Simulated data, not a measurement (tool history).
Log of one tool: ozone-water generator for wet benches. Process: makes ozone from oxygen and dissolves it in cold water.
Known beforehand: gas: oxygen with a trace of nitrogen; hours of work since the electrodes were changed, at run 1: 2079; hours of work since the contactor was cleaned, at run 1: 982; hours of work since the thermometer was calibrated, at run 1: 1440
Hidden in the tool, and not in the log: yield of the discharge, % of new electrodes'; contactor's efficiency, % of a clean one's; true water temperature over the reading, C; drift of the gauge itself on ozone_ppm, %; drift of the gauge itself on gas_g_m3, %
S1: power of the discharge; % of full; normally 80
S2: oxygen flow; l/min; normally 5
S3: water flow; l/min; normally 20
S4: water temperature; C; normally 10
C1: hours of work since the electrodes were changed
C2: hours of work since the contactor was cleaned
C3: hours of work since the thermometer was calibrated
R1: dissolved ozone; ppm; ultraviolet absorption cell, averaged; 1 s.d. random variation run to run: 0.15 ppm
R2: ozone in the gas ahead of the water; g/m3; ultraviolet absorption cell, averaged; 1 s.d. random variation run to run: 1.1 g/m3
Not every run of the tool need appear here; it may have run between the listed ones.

run	hour	S1	S2	S3	S4	C1	C2	C3	R1	R2
1	0	80	5	20	10	2079	982	1440	16.6	163.3
2	59.6	80	5	20	10	2130	1033	1492	16.2	164.8
3	104.2	80	5	20	7	2169	1072	1530	17.1	162.3
4	211.3	80	5	20	7	2262	1165	1623	16.8	163.6
5	296.2	80	5	20	10	2335	1238	1697	16.2	161.6
6	366.2	80	5	17	10	2396	1299	1757	18.7	162.3
7	460.4	80	5	20	10	2477	1381	1839	15.9	160
8	562.6	80	5	20	10	2566	1469	1927	15.8	158.7
9	670.1	80	5	20	10	2659	1562	2020	15.7	158.7
10	743.3	80	5	20	10	2723	1626	2084	15.8	157.1
11	818	80	5	20	10	2787	1690	2149	15.4	156.9
12	866.8	80	5	20	10	2829	1733	2191	15.3	155.9
13	929.3	80	5	20	10	2884	1787	2245	15.3	156.7
14	1036.3	95	5	20	10	2976	1879	2338	16.6	170.5
15	1090.2	80	5	29	10	3023	1926	2384	10	155.8
16	1181.4	80	5	29	10	3102	2005	2463	10	153.1
17	1255.7	59	6.71	13	6	3166	2069	2528	20.1	113.1
18	1362.8	65	5	22	10	3259	2162	2620	12.2	137.6
19	1447.7	66	5	20	10	3333	2236	2694	13.4	137.4
20	1532.2	66	5	20	10	3406	2309	2767	13.1	135.3
21	1609.4	95	4.23	20	10	3473	2376	2834	15.4	179.3
22	1708.3	87	5.56	20	13	3558	2461	2920	14.8	148.6
23	1792.7	87	5.56	20	13	3632	2535	2993	14.5	147.4

Run 24 has not been measured yet. What should we expect?
24	1838.5	63	3.6	18	13	3671	2574	3033	?	?

Logged for run 24: R1 12.9 ppm, R2 155.9 g/m3.
Without the tool's hidden state the same run would have given R1 16.9 ppm, R2 189 g/m3.
